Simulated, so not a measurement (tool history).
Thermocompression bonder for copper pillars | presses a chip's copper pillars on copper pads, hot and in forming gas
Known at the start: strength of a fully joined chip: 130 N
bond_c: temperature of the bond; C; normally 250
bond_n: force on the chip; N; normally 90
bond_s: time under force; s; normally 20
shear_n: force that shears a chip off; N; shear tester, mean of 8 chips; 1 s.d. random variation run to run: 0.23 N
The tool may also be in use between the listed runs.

Run 1, hour 0: usual settings. Result: shear_n 50.2 N.
Run 2, hour 9.6: usual settings. Result: shear_n 49.7 N.
Run 3, hour 15.8: usual settings but bond_c 248 C. Result: shear_n 49.2 N.
Run 4, hour 24.7: usual settings but bond_c 225 C. Result: shear_n 37.4 N.
Run 5, hour 32.7: usual settings. Result: shear_n 49.7 N.
Run 6, hour 39.2: usual settings but bond_s 50 s. Result: shear_n 69.2 N.
Run 7, hour 47.3: usual settings. Result: shear_n 49.6 N.
Run 8, hour 58.7: usual settings but bond_s 11 s. Result: shear_n 38.9 N.
Run 9, hour 64.8: usual settings but bond_s 11 s. Result: shear_n 38.6 N.

Predict the results of run 10:
Run 10, hour 74.3: usual settings but bond_s 53 s. Result: shear_n ?.

{"run 10": {"shear_n": 69.3}}
Were there no unlogged condition in the tool, this run, its random variation unchanged, would have produced shear_n 70.4 N.
